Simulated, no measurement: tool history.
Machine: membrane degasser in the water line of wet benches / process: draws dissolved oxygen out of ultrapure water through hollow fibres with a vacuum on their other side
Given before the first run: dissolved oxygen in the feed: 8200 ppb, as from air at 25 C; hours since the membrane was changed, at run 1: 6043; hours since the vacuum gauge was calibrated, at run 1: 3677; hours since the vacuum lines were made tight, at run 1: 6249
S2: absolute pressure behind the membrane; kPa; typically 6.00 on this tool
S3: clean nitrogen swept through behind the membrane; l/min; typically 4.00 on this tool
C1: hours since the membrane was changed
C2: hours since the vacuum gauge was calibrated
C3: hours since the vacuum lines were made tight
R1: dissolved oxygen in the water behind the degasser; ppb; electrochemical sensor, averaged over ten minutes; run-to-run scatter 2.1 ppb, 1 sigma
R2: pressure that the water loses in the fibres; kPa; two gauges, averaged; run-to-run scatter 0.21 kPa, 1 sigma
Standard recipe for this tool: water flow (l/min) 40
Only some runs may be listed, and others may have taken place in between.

{"run": 1, "hour": 0.0, "water flow (l/min)": 40, "S2": 6.0, "S3": 4.0, "C1": 6043, "C2": 3677, "C3": 6249, "R1": 209.2, "R2": 48.17}
{"run": 2, "hour": 151.6, "water flow (l/min)": 40, "S2": 6.0, "S3": 4.0, "C1": 6194, "C2": 3828, "C3": 6400, "R1": 211.8, "R2": 48.28}
{"hour": 165.5, "done": "vacuum gauge calibrated"}
{"run": 3, "hour": 265.4, "water flow (l/min)": 40, "S2": 6.0, "S3": 4.0, "C1": 6308, "C2": 100, "C3": 6514, "R1": 210.3, "R2": 48.65}
{"run": 4, "hour": 447.2, "water flow (l/min)": 40, "S2": 6.0, "S3": 4.0, "C1": 6489, "C2": 282, "C3": 6695, "R1": 210.7, "R2": 48.02}
{"run": 5, "hour": 614.9, "water flow (l/min)": 40, "S2": 6.0, "S3": 4.0, "C1": 6657, "C2": 449, "C3": 6863, "R1": 215.7, "R2": 48.31}
{"run": 6, "hour": 701.6, "water flow (l/min)": 47, "S2": 6.0, "S3": 4.0, "C1": 6744, "C2": 536, "C3": 6950, "R1": 324.8, "R2": 56.54}
{"run": 7, "hour": 828.3, "water flow (l/min)": 40, "S2": 6.0, "S3": 4.0, "C1": 6871, "C2": 663, "C3": 7076, "R1": 212.8, "R2": 48.19}
{"run": 8, "hour": 910.6, "water flow (l/min)": 40, "S2": 6.0, "S3": 4.0, "C1": 6953, "C2": 745, "C3": 7159, "R1": 216.2, "R2": 48.0}
{"run": 9, "hour": 1043.0, "water flow (l/min)": 40, "S2": 6.0, "S3": 4.0, "C1": 7085, "C2": 878, "C3": 7291, "R1": 214.9, "R2": 48.09}
{"run": 10, "hour": 1139.9, "water flow (l/min)": 40, "S2": 6.0, "S3": 4.0, "C1": 7182, "C2": 974, "C3": 7388, "R1": 215.6, "R2": 48.06}
{"run": 11, "hour": 1316.7, "water flow (l/min)": 40, "S2": 6.29, "S3": 4.0, "C1": 7359, "C2": 1151, "C3": 7565, "R1": 217.2, "R2": 48.18}
{"run": 12, "hour": 1482.6, "water flow (l/min)": 40, "S2": 6.29, "S3": 4.0, "C1": 7525, "C2": 1317, "C3": 7731, "R1": 218.9, "R2": 48.16}
{"run": 13, "hour": 1653.0, "water flow (l/min)": 40, "S2": 6.0, "S3": 4.0, "C1": 7695, "C2": 1487, "C3": 7901, "R1": 212.6, "R2": 47.97}
{"run": 14, "hour": 1813.4, "water flow (l/min)": 40, "S2": 6.0, "S3": 4.0, "C1": 7856, "C2": 1648, "C3": 8062, "R1": 212.4, "R2": 47.74}
{"run": 15, "hour": 1927.7, "water flow (l/min)": 40, "S2": 6.0, "S3": 4.0, "C1": 7970, "C2": 1762, "C3": 8176, "R1": 215.1, "R2": 48.03}
{"run": 16, "hour": 2038.1, "water flow (l/min)": 40, "S2": 6.0, "S3": 4.0, "C1": 8080, "C2": 1873, "C3": 8286, "R1": 215.8, "R2": 47.98}
{"run": 17, "hour": 2187.4, "water flow (l/min)": 51, "S2": 13.33, "S3": 3.27, "C1": 8230, "C2": 2022, "C3": 8436, "R1": 626.2, "R2": 61.02}
{"run": 18, "hour": 2367.2, "water flow (l/min)": 40, "S2": 6.0, "S3": 7.73, "C1": 8410, "C2": 2202, "C3": 8615, "R1": 183.0, "R2": 47.6}
{"run": 19, "hour": 2474.4, "water flow (l/min)": 63, "S2": 7.29, "S3": 7.73, "C1": 8517, "C2": 2309, "C3": 8723, "R1": 603.2, "R2": 75.38}
{"run": 20, "hour": 2596.9, "water flow (l/min)": 58, "S2": 7.0, "S3": 3.19, "C1": 8639, "C2": 2431, "C3": 8845, "R1": 570.4, "R2": 69.23}
{"run": 21, "hour": 2683.2, "water flow (l/min)": 40, "S2": 6.86, "S3": 7.23, "C1": 8725, "C2": 2518, "C3": 8931, "R1": 194.4, "R2": 47.36}
{"run": 22, "hour": 2834.1, "water flow (l/min)": 32, "S2": 14.89, "S3": 1.62, "C1": 8876, "C2": 2669, "C3": 9082, "R1": 544.2, "R2": 37.73}
{"run": 23, "hour": 2920.1, "water flow (l/min)": 32, "S2": 14.89, "S3": 1.62, "C1": 8962, "C2": 2755, "C3": 9168, "R1": 545.8, "R2": 37.94}
{"run": 24, "hour": 3108.0, "water flow (l/min)": 38, "S2": 14.89, "S3": 1.62, "C1": 9150, "C2": 2943, "C3": 9356, "R1": 672.9, "R2": 45.24}
{"run": 25, "hour": 3195.2, "water flow (l/min)": 63, "S2": 6.3, "S3": 4.07, "C1": 9237, "C2": 3030, "C3": 9443, "R1": 616.2, "R2": 74.83}
{"run": 26, "hour": 3360.4, "water flow (l/min)": 27, "S2": 11.15, "S3": 6.3, "C1": 9403, "C2": 3195, "C3": 9609, "R1": 113.0, "R2": 32.28}
{"run": 27, "hour": 3487.7, "water flow (l/min)": 27, "S2": 3.68, "S3": 3.72, "C1": 9530, "C2": 3322, "C3": 9736, "R1": 40.7, "R2": 32.04}
{"run": 28, "hour": 3596.2, "water flow (l/min)": 27, "S2": 3.68, "S3": 3.72, "C1": 9638, "C2": 3431, "C3": 9844, "R1": 40.3, "R2": 31.9}
{"run": 29, "hour": 3720.1, "water flow (l/min)": 49, "S2": 9.76, "S3": 3.72, "C1": 9762, "C2": 3555, "C3": 9968, "R1": 464.8, "R2": 58.28}
{"run": 30, "hour": 3912.7, "water flow (l/min)": 32, "S2": 3.76, "S3": 1.9, "C1": 9955, "C2": 3747, "C3": 10161, "R1": 87.3, "R2": 37.8}
{"run": 31, "hour": 3991.3, "water flow (l/min)": 32, "S2": 3.76, "S3": 1.9, "C1": 10034, "C2": 3826, "C3": 10239, "R1": 87.3, "R2": 38.26}
{"hour": 4002.6, "done": "vacuum gauge calibrated"}
{"hour": 4014.0, "done": "seals of the vacuum lines changed"}
{"run": 32, "hour": 4169.7, "water flow (l/min)": 52, "S2": 6.0, "S3": 7.0, "C1": 10209, "C2": 165, "C3": 156, "R1": 372.6, "R2": 61.68}

4 ways to go on from here, each from the tool as it stands after run 32. What would each give?
{"hour": 4216.7, "done": "gauge calibrated"}
{"run": "A", "hour": 4359.2, "water flow (l/min)": 40, "S2": 4.7, "S3": 4.55, "C1": 10399, "C2": 355, "C3": 345, "R1": "?", "R2": "?"}
{"hour": 4216.7, "done": "gauge calibrated"}
{"run": "B", "hour": 4359.2, "water flow (l/min)": 40, "S2": 11.46, "S3": 4.0, "C1": 10399, "C2": 355, "C3": 345, "R1": "?", "R2": "?"}
{"hour": 4216.7, "done": "gauge calibrated"}
{"run": "C", "hour": 4359.2, "water flow (l/min)": 36, "S2": 10.93, "S3": 7.0, "C1": 10399, "C2": 355, "C3": 345, "R1": "?", "R2": "?"}
{"hour": 4216.7, "done": "gauge calibrated"}
{"run": "D", "hour": 4359.2, "water flow (l/min)": 43, "S2": 7.13, "S3": 7.0, "C1": 10399, "C2": 355, "C3": 345, "R1": "?", "R2": "?"}

run=A R1=181.8 R2=48.73
run=B R1=338.4 R2=48.58
run=C R1=197.1 R2=43.47
run=D R1=244.5 R2=51.96
Stripped of hidden state, with their random variation kept, the same runs would have yielded:
run=A R1=181.3 R2=48.75
run=B R1=338.0 R2=48.59
run=C R1=196.8 R2=43.49
run=D R1=244.1 R2=51.97
